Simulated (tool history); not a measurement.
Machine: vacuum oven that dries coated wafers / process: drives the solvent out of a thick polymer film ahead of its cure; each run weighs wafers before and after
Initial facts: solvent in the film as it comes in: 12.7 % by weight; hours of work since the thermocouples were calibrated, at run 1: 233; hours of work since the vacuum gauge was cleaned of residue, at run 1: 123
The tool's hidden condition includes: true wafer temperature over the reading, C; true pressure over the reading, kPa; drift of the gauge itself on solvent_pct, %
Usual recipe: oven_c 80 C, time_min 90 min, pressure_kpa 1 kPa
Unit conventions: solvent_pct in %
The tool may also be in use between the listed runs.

run,hour,oven_c,time_min,pressure_kpa,hours of work since the thermocouples were calibrated,hours of work since the vacuum gauge was cleaned of residue,solvent_pct
1,0,80,90,1,233,123,2.82
2,14.7,80,90,1,241,130,2.82
3,40.5,80,90,1,255,144,2.83
4,54.7,81,90,1,262,151,2.58
5,75.6,81,90,1,273,162,2.52
6,96.8,81,90,1,284,174,2.58
7,114.5,80,90,0.92,294,183,2.77
8,138.2,80,114,1,306,195,2.04
9,154.1,80,55,1,315,204,4.6
10,179.2,80,55,1,328,217,4.58
11,192.5,92,55,1,335,224,1.6
12,218.2,80,90,1.83,349,238,3.01
13,232.4,80,90,1,356,245,2.78
14,245.8,80,90,3.35,363,252,3.41
15,270.6,80,90,1,376,265,2.78
16,292.2,80,90,1,388,277,2.77
17,309.3,80,104,1,397,286,2.31
18,331.9,80,90,1,409,298,2.77
19,344.1,80,77,1,415,304,3.32
20,367.3,79,77,1,427,316,3.57
21,386.8,80,90,1,438,327,2.72
22,400.3,80,90,0.72,445,334,2.67
23,413.7,80,90,0.72,452,341,2.63
24,431,80,90,0.72,461,350,2.61
25,448.7,80,103,0.72,470,359,2.18
26,464.7,80,103,0.72,479,368,2.2
27,479,89,103,0.72,486,375,0.67
28,500.4,83,90,1,497,387,1.97
29,516,74,90,1.55,506,395,4.48
30,527.7,76,139,2.25,512,401,2.68
31,542.2,76,139,2.25,520,409,2.7
32,553.1,90,58,0.55,525,414,1.67
33,567,80,47,1,533,422,5.03
34,593,80,47,1,546,436,5.03
35,618.2,80,47,1,560,449,5.05
36,643.5,80,70,1,573,462,3.54
37,660.8,89,49,1,582,471,2.49
38,676.7,86,69,3.14,591,480,2.55
39,690.5,76,101,1,598,487,3.28
40,707.3,80,72,1.22,607,496,3.49
41,723.3,80,72,1.22,615,504,3.46
42,741.9,70,150,3.52,625,514,4.55
43,757,70,150,3.52,633,522,4.51
# hour 769.7: oven's thermocouples calibrated
44,771.7,70,150,3.52,1,529,4.68
45,793.5,95,61,2.91,13,540,1.23
46,819.6,71,90,1,26,554,5.31

What differs in the tool's unlogged condition from the final listed run ahead of each entry between runs to the first listed run following it?
After run 43, before run 44: oven's thermocouples calibrated (hour 769.7)
  true wafer temperature over the reading, C: 1.14 -> 0.51; true pressure over the reading, kPa: 0.23 -> 0.233
  difference, measured minus the result without the unlogged condition, solvent_pct: -0.26 -> -0.07 %

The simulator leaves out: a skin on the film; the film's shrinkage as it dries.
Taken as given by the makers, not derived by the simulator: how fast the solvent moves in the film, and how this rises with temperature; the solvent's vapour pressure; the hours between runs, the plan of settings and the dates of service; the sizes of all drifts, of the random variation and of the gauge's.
